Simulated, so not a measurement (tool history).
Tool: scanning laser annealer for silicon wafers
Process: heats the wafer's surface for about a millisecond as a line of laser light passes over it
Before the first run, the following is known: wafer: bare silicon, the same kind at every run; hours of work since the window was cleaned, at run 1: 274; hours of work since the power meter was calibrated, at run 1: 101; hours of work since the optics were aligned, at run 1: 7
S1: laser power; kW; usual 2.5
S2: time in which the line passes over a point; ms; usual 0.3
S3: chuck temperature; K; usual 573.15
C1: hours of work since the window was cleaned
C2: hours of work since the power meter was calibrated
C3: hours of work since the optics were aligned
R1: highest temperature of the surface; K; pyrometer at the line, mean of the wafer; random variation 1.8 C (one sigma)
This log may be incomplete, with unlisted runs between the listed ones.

run   hour     S1     S2      S3   C1   C2   C3       R1
  1      0    2.5    0.3  573.15  274  101    7  1325.15
  2     13    2.5    0.3  573.15  282  108   15  1324.15
  3   21.9    2.5    0.3  573.15  287  114   20  1325.15
  4   33.1    2.5    0.3  573.15  293  120   27  1323.15
  5   46.6    2.5  0.245  573.15  301  128   34  1254.15
  6   54.2    2.5  0.245  573.15  306  133   39  1253.15
  7   67.2    2.5  0.245  573.15  313  140   47  1256.15
  8   80.3    2.5    0.3  593.15  321  148   54  1343.15
  9   92.4  2.423    0.3  573.15  328  155   61  1297.15
 10  105.6  2.423    0.3  573.15  336  163   69  1295.15
 11  111.3    2.5    0.3  573.15  339  166   72  1321.15
 12  124.2    2.5    0.3  573.15  347  173   80  1323.15
 13  133.1    2.5    0.3  573.15  352  179   85  1324.15
 14  146.6    2.5  0.291  573.15  360  187   93  1308.15
 15  156.3    2.5    0.3  573.15  365  192   99  1317.15
 16  164.6   2.62    0.3  573.15  370  197  103  1359.15
 17  175.2  2.517    0.3  573.15  376  203  110  1323.15
 18  183.6  2.517    0.3  573.15  381  208  114  1323.15
 19  190.8  2.517    0.3  573.15  385  212  119  1326.15
 20  198.4  2.517    0.3  573.15  390  217  123  1327.15
 21  208.7  2.517    0.3  573.15  396  223  129  1322.15
 22  218.2  2.517    0.3  573.15  401  228  135  1323.15
 23  226.3    2.5    0.3  541.15  406  233  139  1287.15
     229.8  -- window over the wafer cleaned
 24  238.3    2.5    0.3  541.15    5  239  145  1303.15
 25  249.4  2.354    0.3  566.15   11  245  152  1271.15
 26  258.1   2.56  0.218  612.15   16  250  157  1284.15
 27  271.4   2.56  0.218  612.15   24  258  165  1283.15
 28  281.9  2.607  0.222  540.15   30  264  171  1230.15
 29  288.3   2.47  0.263  539.15   34  268  174  1238.15
 30    295   2.47  0.263  539.15   38  272  178  1246.15
 31  308.7   2.47  0.263  539.15   46  280  186  1238.15
 32  316.8   2.47  0.263  539.15   51  285  191  1243.15
 33  330.4  2.361  0.229  569.15   59  293  199  1195.15
 34  339.7  2.229  0.344  598.15   64  298  204  1306.15
 35  345.7  2.318    0.3  573.15   68  301  208  1266.15
 36  357.7  2.318    0.3  573.15   75  309  215  1266.15
 37  366.3  2.348    0.3  573.15   80  314  220  1282.15
 38  377.9   2.65   0.32  589.15   86  320  227  1422.15
 39  383.5  2.687  0.232  563.15   90  324  230  1292.15
 40    396  2.159  0.328  593.15   97  331  237  1259.15
 41  404.7  2.159  0.328  593.15  102  336  242  1258.15
 42  410.3  2.696  0.227  555.15  105  339  246  1278.15

What if the next run were any one of these 3? Each begins from the tool's condition after run 42:
  A  423.6    2.5    0.3  606.15  113  347  253   ?
  B  423.6  2.222  0.243  573.15  113  347  253   ?
  C  423.6  2.696  0.281  555.15  113  347  253   ?

run       R1
  A  1361.15
  B  1168.15
  C  1351.15
Had the tool no hidden state, the same runs would have come out as:
run       R1
  A  1371.15
  B  1175.15
  C  1361.15
